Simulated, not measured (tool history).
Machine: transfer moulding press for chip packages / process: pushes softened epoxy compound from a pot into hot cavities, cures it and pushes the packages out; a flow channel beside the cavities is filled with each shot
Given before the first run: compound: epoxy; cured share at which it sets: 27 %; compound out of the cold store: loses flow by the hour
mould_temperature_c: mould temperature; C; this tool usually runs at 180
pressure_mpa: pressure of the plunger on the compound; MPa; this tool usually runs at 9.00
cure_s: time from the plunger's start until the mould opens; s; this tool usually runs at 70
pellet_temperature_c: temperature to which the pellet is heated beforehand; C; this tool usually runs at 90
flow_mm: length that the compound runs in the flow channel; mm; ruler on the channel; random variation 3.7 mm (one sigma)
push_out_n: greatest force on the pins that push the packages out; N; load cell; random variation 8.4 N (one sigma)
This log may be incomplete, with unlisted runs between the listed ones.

run,hour,mould_temperature_c,pressure_mpa,cure_s,pellet_temperature_c,incoming compound's hours out of the cold store,flow_mm,push_out_n
1,0.0,180,9.00,70,90,39.8,745,377
# hour 37.4: cavities cleaned with cleaning compound and waxed
2,53.9,180,9.00,70,90,27.5,808,588
# hour 76.7: cavities cleaned with cleaning compound and waxed
3,106.4,180,9.00,70,90,23.0,823,663
# hour 114.4: cavities cleaned with cleaning compound and waxed
4,149.1,180,9.00,70,90,33.0,771,664
# hour 153.9: cavities cleaned with cleaning compound and waxed
5,188.3,180,9.00,70,90,46.2,707,621
# hour 192.5: cavities cleaned with cleaning compound and waxed
6,227.5,180,9.00,70,90,29.5,774,697
# hour 232.7: cavities cleaned with cleaning compound and waxed
# hour 271.6: cavities cleaned with cleaning compound and waxed
7,271.9,180,9.00,70,90,36.4,743,401
# hour 312.1: cavities cleaned with cleaning compound and waxed
8,319.9,180,9.00,70,90,24.1,795,495
# hour 351.2: cavities cleaned with cleaning compound and waxed
9,368.3,180,9.00,99,90,32.4,750,397
# hour 383.4: plunger's sealing rings changed
# hour 394.2: cavities cleaned with cleaning compound and waxed
10,426.8,180,9.00,99,90,44.2,727,471
# hour 432.9: cavities cleaned with cleaning compound and waxed
# hour 471.4: cavities cleaned with cleaning compound and waxed
11,472.5,180,9.00,99,90,9.4,906,281
# hour 509.6: cavities cleaned with cleaning compound and waxed
12,510.6,180,9.00,99,90,12.3,888,276
13,539.6,180,9.00,99,90,20.7,835,459
# hour 547.8: cavities cleaned with cleaning compound and waxed
# hour 585.7: cavities cleaned with cleaning compound and waxed
14,585.7,180,9.00,68,90,26.9,798,436
# hour 623.8: cavities cleaned with cleaning compound and waxed
15,631.6,180,9.00,68,90,44.7,714,519
# hour 661.6: cavities cleaned with cleaning compound and waxed
16,685.1,179,9.00,68,84,19.5,838,754
# hour 702.4: cavities cleaned with cleaning compound and waxed
# hour 708.5: mould's thermocouples calibrated
17,737.1,176,6.81,72,90,34.1,661,793
# hour 743.6: cavities cleaned with cleaning compound and waxed
# hour 781.6: cavities cleaned with cleaning compound and waxed
18,795.3,180,9.00,104,90,17.8,823,368
# hour 819.4: cavities cleaned with cleaning compound and waxed
# hour 840.9: plunger's sealing rings changed
19,852.4,180,9.00,104,90,20.4,851,445
# hour 860.6: cavities cleaned with cleaning compound and waxed
20,880.2,180,9.00,104,90,13.5,892,412
# hour 900.2: cavities cleaned with cleaning compound and waxed
21,923.1,180,7.64,57,90,35.7,706,965
# hour 939.6: cavities cleaned with cleaning compound and waxed
22,972.1,180,7.20,98,90,12.0,789,460
# hour 979.7: cavities cleaned with cleaning compound and waxed
23,1013.8,186,7.20,98,90,45.8,633,470
# hour 1017.9: cavities cleaned with cleaning compound and waxed
# hour 1058.1: cavities cleaned with cleaning compound and waxed
24,1063.0,172,8.28,98,91,42.6,707,360
# hour 1096.9: cavities cleaned with cleaning compound and waxed
25,1106.6,172,8.28,98,91,32.1,752,421

3 options for the next run, each taken on its own from the tool as it stands now. Forecast them:
# hour 1136.3: cavities cleaned with cleaning compound and waxed
A,1142.5,180,8.26,66,90,36.0,?,?
# hour 1136.3: cavities cleaned with cleaning compound and waxed
B,1142.5,172,8.28,98,81,47.6,?,?
# hour 1136.3: cavities cleaned with cleaning compound and waxed
C,1142.5,172,9.22,81,91,22.0,?,?

run,flow_mm,push_out_n
A,709,496
B,677,380
C,843,577
Without the tool's hidden state the same runs would have given:
run,flow_mm,push_out_n
A,736,404
B,702,311
C,875,469

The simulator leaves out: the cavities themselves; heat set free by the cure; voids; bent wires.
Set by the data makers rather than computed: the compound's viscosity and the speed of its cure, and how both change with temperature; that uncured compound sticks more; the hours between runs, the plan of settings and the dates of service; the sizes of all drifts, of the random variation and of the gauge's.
